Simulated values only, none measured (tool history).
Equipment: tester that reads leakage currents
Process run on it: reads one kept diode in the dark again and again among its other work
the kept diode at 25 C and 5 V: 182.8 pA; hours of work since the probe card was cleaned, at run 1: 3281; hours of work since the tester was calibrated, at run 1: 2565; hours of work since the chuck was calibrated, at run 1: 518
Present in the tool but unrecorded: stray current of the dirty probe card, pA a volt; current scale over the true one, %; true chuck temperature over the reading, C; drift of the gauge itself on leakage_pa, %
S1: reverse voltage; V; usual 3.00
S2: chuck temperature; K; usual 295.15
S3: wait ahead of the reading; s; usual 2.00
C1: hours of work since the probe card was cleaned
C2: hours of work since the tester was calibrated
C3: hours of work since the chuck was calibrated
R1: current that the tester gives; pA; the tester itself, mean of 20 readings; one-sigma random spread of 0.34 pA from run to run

run	day	S1	S2	S3	C1	C2	C3	R1
1	0.000	3.00	295.15	2.00	3281	2565	518	103.05
2	4.354	3.00	295.15	2.00	3341	2625	578	102.73
3	9.000	3.00	295.15	2.00	3405	2689	642	100.87
4	12.858	3.00	324.15	2.00	3458	2742	695	1302.40
5	17.850	3.00	331.15	2.00	3527	2811	764	2254.96
# day 18.375: chuck's temperature calibrated
6	25.512	3.00	295.15	2.00	3631	2915	98	112.29
7	29.358	3.00	295.15	2.00	3684	2968	151	110.45
8	36.312	3.00	295.15	2.00	3780	3063	247	109.21
9	40.012	3.00	295.15	2.00	3831	3114	298	108.44
10	46.808	3.00	295.15	2.00	3924	3208	391	106.07
# day 50.958: probe card cleaned and baked
11	52.600	3.00	295.15	2.00	23	3286	469	100.84
12	60.200	3.00	295.15	2.00	127	3390	574	98.93
13	67.883	3.00	295.15	2.00	233	3496	679	96.98
14	74.042	3.00	295.15	2.00	317	3581	764	95.26
# day 74.612: chuck's temperature calibrated
15	81.921	3.00	295.15	2.00	425	3688	101	111.95
16	88.225	6.81	310.15	1.21	511	3775	187	617.22
17	95.838	9.78	331.15	5.40	616	3879	292	3997.89
18	101.392	9.78	331.15	5.40	693	3956	368	3931.15
19	105.850	8.53	321.15	5.40	754	4017	430	1651.24
20	109.883	4.27	329.15	2.00	809	4072	485	2341.52
21	115.958	4.27	329.15	2.00	893	4156	569	2322.45
22	120.933	16.78	329.15	1.26	961	4224	637	4021.20
23	128.079	3.00	308.15	2.00	1060	4323	735	332.88
# day 130.975: chuck's temperature calibrated
24	132.412	6.33	326.15	5.53	1118	4381	20	2348.31
25	138.812	6.33	326.15	5.53	1206	4469	108	2318.83
26	142.650	8.46	293.15	2.00	1259	4522	161	141.10
27	147.475	3.00	295.15	3.12	1325	4588	227	108.72
28	152.521	3.00	312.15	5.74	1395	4658	296	512.48
# day 155.812: tester calibrated
29	156.312	2.88	316.15	1.80	1446	7	347	696.27
30	162.067	7.68	311.15	0.39	1525	86	427	666.69

Predict each of these 4 candidate next runs independently; none follows another, all start after run 30:
A	169.175	7.68	295.15	0.39	1623	184	524	?
B	169.175	19.31	299.15	1.35	1623	184	524	?
C	169.175	2.17	310.15	0.39	1623	184	524	?
D	169.175	3.00	295.15	1.09	1623	184	524	?

run	R1
A	152.78
B	323.67
C	357.09
D	101.74
Without the tool's unlogged condition, the same runs would have read:
run	R1
A	166.05
B	349.92
C	391.54
D	111.64
